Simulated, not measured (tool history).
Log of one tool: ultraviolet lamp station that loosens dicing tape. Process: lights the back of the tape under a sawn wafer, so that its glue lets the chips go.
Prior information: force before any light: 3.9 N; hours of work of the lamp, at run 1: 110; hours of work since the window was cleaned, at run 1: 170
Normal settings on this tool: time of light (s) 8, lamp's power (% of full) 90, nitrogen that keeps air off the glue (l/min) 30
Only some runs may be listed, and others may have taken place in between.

run,hour,time of light (s),lamp's power (% of full),nitrogen that keeps air off the glue (l/min),hours of work of the lamp,hours of work since the window was cleaned,force that peels the tape off (N),light that reached the tape (mJ/cm2)
1,0,8,90,30,110,170,0.451,196
2,82.4,8,90,30,164,224,0.484,190
# hour 112.4: window cleaned of glue's vapour
3,181.6,8,90,20,229,45,0.557,202
4,278.4,8,90,30,292,109,0.49,191
5,348.8,8,90,30,338,155,0.514,184
6,401,6,73,20,373,189,1.248,105
7,471,14,99,15,418,235,0.322,325
# hour 481.7: window cleaned of glue's vapour
8,525.7,8,69,16,454,29,0.956,144
9,611.5,10,87,48,510,85,0.305,221
10,675.5,5,79,48,552,127,1.026,95

Here are 5 independent what-if runs from the current tool condition. What would each one return?
A,735.2,11,70,48,591,166,?,?
B,735.2,8,71,29,591,166,?,?
C,735.2,6,97,12,591,166,?,?
D,735.2,5,65,48,591,166,?,?
E,735.2,4,90,27,591,166,?,?

run,force that peels the tape off (N),light that reached the tape (mJ/cm2)
A,0.409,180
B,0.849,129
C,1.274,136
D,1.365,76
E,1.498,81
The same runs, with their run-to-run variation unchanged, on a tool lacking any hidden condition would have given:
run,force that peels the tape off (N),light that reached the tape (mJ/cm2)
A,0.268,243
B,0.549,176
C,0.883,184
D,0.964,103
E,1.082,111
